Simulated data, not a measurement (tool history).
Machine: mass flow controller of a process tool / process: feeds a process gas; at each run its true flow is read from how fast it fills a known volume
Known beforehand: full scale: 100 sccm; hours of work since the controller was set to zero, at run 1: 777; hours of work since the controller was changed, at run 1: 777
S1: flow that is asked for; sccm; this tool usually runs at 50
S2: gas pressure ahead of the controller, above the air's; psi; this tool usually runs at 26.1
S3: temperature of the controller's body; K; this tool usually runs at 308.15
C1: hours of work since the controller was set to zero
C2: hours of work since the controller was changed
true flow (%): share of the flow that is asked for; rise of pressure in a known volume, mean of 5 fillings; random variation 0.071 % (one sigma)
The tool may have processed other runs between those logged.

{"run": 1, "hour": 0.0, "S1": 50, "S2": 26.1, "S3": 308.15, "C1": 777, "C2": 777, "true flow (%)": 100.2}
{"run": 2, "hour": 562.4, "S1": 50, "S2": 26.1, "S3": 308.15, "C1": 995, "C2": 995, "true flow (%)": 100.47}
{"run": 3, "hour": 811.0, "S1": 50, "S2": 26.1, "S3": 308.15, "C1": 1091, "C2": 1091, "true flow (%)": 100.38}
{"run": 4, "hour": 1131.8, "S1": 50, "S2": 26.1, "S3": 308.15, "C1": 1215, "C2": 1215, "true flow (%)": 100.61}
{"run": 5, "hour": 1398.3, "S1": 50, "S2": 26.1, "S3": 308.15, "C1": 1318, "C2": 1318, "true flow (%)": 100.59}
{"run": 6, "hour": 1727.0, "S1": 50, "S2": 26.1, "S3": 308.15, "C1": 1446, "C2": 1446, "true flow (%)": 100.83}
{"run": 7, "hour": 2022.7, "S1": 50, "S2": 21.9, "S3": 308.15, "C1": 1560, "C2": 1560, "true flow (%)": 100.78}
{"run": 8, "hour": 2404.4, "S1": 50, "S2": 21.9, "S3": 308.15, "C1": 1708, "C2": 1708, "true flow (%)": 101.12}
{"run": 9, "hour": 2867.4, "S1": 50, "S2": 26.1, "S3": 308.15, "C1": 1888, "C2": 1888, "true flow (%)": 100.99}
{"run": 10, "hour": 3403.9, "S1": 50, "S2": 26.1, "S3": 308.15, "C1": 2095, "C2": 2095, "true flow (%)": 101.23}
{"run": 11, "hour": 3947.7, "S1": 50, "S2": 26.1, "S3": 308.15, "C1": 2306, "C2": 2306, "true flow (%)": 101.39}
{"run": 12, "hour": 4316.0, "S1": 50, "S2": 26.1, "S3": 308.15, "C1": 2449, "C2": 2449, "true flow (%)": 101.58}
{"run": 13, "hour": 4655.0, "S1": 50, "S2": 26.1, "S3": 308.15, "C1": 2580, "C2": 2580, "true flow (%)": 101.74}
{"run": 14, "hour": 5063.5, "S1": 50, "S2": 26.1, "S3": 308.15, "C1": 2738, "C2": 2738, "true flow (%)": 101.73}
{"run": 15, "hour": 5539.2, "S1": 14, "S2": 26.1, "S3": 308.15, "C1": 2923, "C2": 2923, "true flow (%)": 103.51}
{"run": 16, "hour": 6124.2, "S1": 14, "S2": 26.1, "S3": 308.15, "C1": 3149, "C2": 3149, "true flow (%)": 103.77}
{"run": 17, "hour": 6661.1, "S1": 14, "S2": 26.1, "S3": 308.15, "C1": 3357, "C2": 3357, "true flow (%)": 104.09}
{"run": 18, "hour": 7109.6, "S1": 19, "S2": 26.1, "S3": 308.15, "C1": 3531, "C2": 3531, "true flow (%)": 103.49}
{"run": 19, "hour": 7584.8, "S1": 50, "S2": 26.1, "S3": 297.15, "C1": 3715, "C2": 3715, "true flow (%)": 101.77}
{"run": 20, "hour": 7916.3, "S1": 50, "S2": 26.1, "S3": 308.15, "C1": 3844, "C2": 3844, "true flow (%)": 102.48}
{"run": 21, "hour": 8341.0, "S1": 50, "S2": 26.1, "S3": 308.15, "C1": 4008, "C2": 4008, "true flow (%)": 102.76}
{"run": 22, "hour": 8718.8, "S1": 50, "S2": 32.6, "S3": 308.15, "C1": 4154, "C2": 4154, "true flow (%)": 102.82}
{"run": 23, "hour": 9032.1, "S1": 50, "S2": 32.6, "S3": 308.15, "C1": 4276, "C2": 4276, "true flow (%)": 102.98}
{"run": 24, "hour": 9365.8, "S1": 50, "S2": 26.1, "S3": 308.15, "C1": 4405, "C2": 4405, "true flow (%)": 102.95}
{"run": 25, "hour": 9772.8, "S1": 18, "S2": 20.3, "S3": 309.15, "C1": 4563, "C2": 4563, "true flow (%)": 104.96}
{"run": 26, "hour": 10340.1, "S1": 18, "S2": 20.3, "S3": 309.15, "C1": 4783, "C2": 4783, "true flow (%)": 105.37}
{"run": 27, "hour": 10638.8, "S1": 68, "S2": 22, "S3": 301.15, "C1": 4898, "C2": 4898, "true flow (%)": 103}
{"run": 28, "hour": 11069.3, "S1": 50, "S2": 26.1, "S3": 293.15, "C1": 5065, "C2": 5065, "true flow (%)": 102.58}
{"run": 29, "hour": 11642.3, "S1": 50, "S2": 23.8, "S3": 308.15, "C1": 5287, "C2": 5287, "true flow (%)": 103.8}
{"run": 30, "hour": 12209.0, "S1": 50, "S2": 23.8, "S3": 308.15, "C1": 5507, "C2": 5507, "true flow (%)": 103.97}
{"run": 31, "hour": 12550.7, "S1": 50, "S2": 23.8, "S3": 308.15, "C1": 5639, "C2": 5639, "true flow (%)": 103.83}
{"hour": 12811.9, "done": "controller exchanged for a calibrated one"}
{"run": 32, "hour": 12982.9, "S1": 50, "S2": 23.8, "S3": 308.15, "C1": 66, "C2": 66, "true flow (%)": 99.61}
{"run": 33, "hour": 13332.9, "S1": 50, "S2": 23.8, "S3": 308.15, "C1": 202, "C2": 202, "true flow (%)": 99.84}
{"run": 34, "hour": 13876.8, "S1": 50, "S2": 23.8, "S3": 308.15, "C1": 413, "C2": 413, "true flow (%)": 99.94}
{"run": 35, "hour": 14231.6, "S1": 62, "S2": 30.2, "S3": 309.15, "C1": 550, "C2": 550, "true flow (%)": 100.27}
{"run": 36, "hour": 14519.7, "S1": 32, "S2": 28.7, "S3": 295.15, "C1": 662, "C2": 662, "true flow (%)": 99.12}
{"run": 37, "hour": 14972.3, "S1": 32, "S2": 28.7, "S3": 295.15, "C1": 837, "C2": 837, "true flow (%)": 99.23}
{"run": 38, "hour": 15283.1, "S1": 39, "S2": 23.5, "S3": 310.15, "C1": 957, "C2": 957, "true flow (%)": 100.45}
{"run": 39, "hour": 15619.0, "S1": 18, "S2": 32.2, "S3": 297.15, "C1": 1087, "C2": 1087, "true flow (%)": 99.73}
{"run": 40, "hour": 15904.2, "S1": 18, "S2": 32.2, "S3": 297.15, "C1": 1198, "C2": 1198, "true flow (%)": 99.82}
{"run": 41, "hour": 16441.5, "S1": 63, "S2": 23.8, "S3": 297.15, "C1": 1406, "C2": 1406, "true flow (%)": 100.18}
{"run": 42, "hour": 16743.4, "S1": 95, "S2": 26.1, "S3": 295.15, "C1": 1523, "C2": 1523, "true flow (%)": 100.55}
{"run": 43, "hour": 17018.6, "S1": 29, "S2": 26.1, "S3": 308.15, "C1": 1630, "C2": 1630, "true flow (%)": 100.86}
{"run": 44, "hour": 17262.0, "S1": 15, "S2": 26.1, "S3": 296.15, "C1": 1724, "C2": 1724, "true flow (%)": 100.68}
{"run": 45, "hour": 17631.4, "S1": 29, "S2": 24.2, "S3": 296.15, "C1": 1867, "C2": 1867, "true flow (%)": 100.3}
{"run": 46, "hour": 18199.3, "S1": 27, "S2": 26.3, "S3": 298.15, "C1": 2087, "C2": 2087, "true flow (%)": 100.7}
{"run": 47, "hour": 18652.0, "S1": 27, "S2": 26.3, "S3": 298.15, "C1": 2262, "C2": 2262, "true flow (%)": 100.85}
{"run": 48, "hour": 19043.6, "S1": 24, "S2": 26.3, "S3": 312.15, "C1": 2414, "C2": 2414, "true flow (%)": 102.08}

Below are 3 alternative next runs, each starting from the tool's condition after run 48. Predict each:
{"run": "A", "hour": 19500.1, "S1": 56, "S2": 26.3, "S3": 312.15, "C1": 2591, "C2": 2591, "true flow (%)": "?"}
{"run": "B", "hour": 19500.1, "S1": 91, "S2": 30, "S3": 312.15, "C1": 2591, "C2": 2591, "true flow (%)": "?"}
{"run": "C", "hour": 19500.1, "S1": 42, "S2": 38.4, "S3": 295.15, "C1": 2591, "C2": 2591, "true flow (%)": "?"}

run=A true_flow_(%)=101.93
run=B true_flow_(%)=102.31
run=C true_flow_(%)=100.59
Had the tool no hidden state, the same runs would have come out as:
run=A true_flow_(%)=100.06
run=B true_flow_(%)=100.74
run=C true_flow_(%)=98.48
